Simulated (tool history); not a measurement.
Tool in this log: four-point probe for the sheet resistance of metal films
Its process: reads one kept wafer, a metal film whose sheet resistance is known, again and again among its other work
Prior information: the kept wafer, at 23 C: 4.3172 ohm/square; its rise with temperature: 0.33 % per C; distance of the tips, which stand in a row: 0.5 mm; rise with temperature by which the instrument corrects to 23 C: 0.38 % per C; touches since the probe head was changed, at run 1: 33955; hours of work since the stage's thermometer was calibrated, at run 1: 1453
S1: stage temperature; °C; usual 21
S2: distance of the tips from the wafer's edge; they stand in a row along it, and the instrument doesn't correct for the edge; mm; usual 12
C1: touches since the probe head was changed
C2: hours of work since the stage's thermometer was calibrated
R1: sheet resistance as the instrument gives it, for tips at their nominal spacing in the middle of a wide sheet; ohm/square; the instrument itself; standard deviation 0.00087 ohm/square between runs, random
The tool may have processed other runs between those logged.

Run 1, hour 0: usual settings; C1 33955; C2 1453. Result: R1 4.340367 ohm/square.
Run 2, hour 72.3: usual settings; C1 35710; C2 1504. Result: R1 4.338941 ohm/square.
Run 3, hour 134.4: usual settings; C1 37218; C2 1547. Result: R1 4.34188 ohm/square.
Run 4, hour 205.3: usual settings; C1 38937; C2 1596. Result: R1 4.339554 ohm/square.
Run 5, hour 268.5: usual settings but S1 25 °C; C1 40471; C2 1640. Result: R1 4.333733 ohm/square.
Run 6, hour 342.5: usual settings; C1 42268; C2 1691. Result: R1 4.342866 ohm/square.
At hour 387.6: stage's thermometer calibrated.
Run 7, hour 392.3: usual settings; C1 43464; C2 3. Result: R1 4.343945 ohm/square.
Run 8, hour 450.8: usual settings; C1 44884; C2 44. Result: R1 4.344861 ohm/square.
Run 9, hour 500.9: usual settings; C1 46101; C2 79. Result: R1 4.345136 ohm/square.
Run 10, hour 571.4: usual settings; C1 47811; C2 127. Result: R1 4.345331 ohm/square.
Run 11, hour 635: usual settings; C1 49355; C2 172. Result: R1 4.346138 ohm/square.
Run 12, hour 708.3: usual settings; C1 51134; C2 222. Result: R1 4.347645 ohm/square.
Run 13, hour 762.6: usual settings but S2 73 mm; C1 52453; C2 260. Result: R1 4.341986 ohm/square.
Run 14, hour 795.8: usual settings but S1 24 °C, S2 4 mm; C1 53258; C2 283. Result: R1 4.371323 ohm/square.
Run 15, hour 838.2: usual settings but S1 32 °C, S2 34 mm; C1 54287; C2 313. Result: R1 4.319383 ohm/square.
Run 16, hour 901.4: usual settings but S1 35 °C, S2 5 mm; C1 55822; C2 357. Result: R1 4.336304 ohm/square.
Run 17, hour 941.2: usual settings but S1 35 °C, S2 5 mm; C1 56787; C2 384. Result: R1 4.33659 ohm/square.
Run 18, hour 976.8: usual settings but S1 33 °C, S2 5 mm; C1 57651; C2 409. Result: R1 4.341566 ohm/square.
Run 19, hour 1024.2: usual settings but S1 33 °C, S2 5 mm; C1 58801; C2 442. Result: R1 4.343401 ohm/square.
Run 20, hour 1074.5: usual settings but S1 25 °C, S2 48 mm; C1 60024; C2 477. Result: R1 4.33617 ohm/square.
Run 21, hour 1105.1: usual settings but S2 20 mm; C1 60765; C2 498. Result: R1 4.34447 ohm/square.
Run 22, hour 1169.3: usual settings but S2 20 mm; C1 62324; C2 542. Result: R1 4.344762 ohm/square.
Run 23, hour 1231.3: usual settings but S2 20 mm; C1 63827; C2 585. Result: R1 4.348028 ohm/square.
Run 24, hour 1294.8: usual settings but S1 33 °C, S2 20 mm; C1 65370; C2 629. Result: R1 4.322375 ohm/square.
Run 25, hour 1353.9: usual settings but S1 27 °C, S2 42 mm; C1 66805; C2 670. Result: R1 4.333567 ohm/square.

5 ways to go on from here, each from the tool as it stands after run 25. What would each give?
Run A, hour 1387.4: usual settings but S1 30 °C, S2 42 mm; C1 67617; C2 694. Result: R1 ?.
Run B, hour 1387.4: usual settings but S1 20 °C, S2 6 mm; C1 67617; C2 694. Result: R1 ?.
Run C, hour 1387.4: usual settings but S1 27 °C; C1 67617; C2 694. Result: R1 ?.
Run D, hour 1387.4: usual settings but S2 3 mm; C1 67617; C2 694. Result: R1 ?.
Run E, hour 1387.4: usual settings but S1 26 °C, S2 8 mm; C1 67617; C2 694. Result: R1 ?.

run        R1
  A  4.327518
  B  4.363957
  C  4.337529
  D  4.410558
  E  4.343616
With no hidden state in the tool, these same runs would have given:
run        R1
  A  4.302797
  B   4.33908
  C  4.312766
  D  4.385433
  E  4.318825

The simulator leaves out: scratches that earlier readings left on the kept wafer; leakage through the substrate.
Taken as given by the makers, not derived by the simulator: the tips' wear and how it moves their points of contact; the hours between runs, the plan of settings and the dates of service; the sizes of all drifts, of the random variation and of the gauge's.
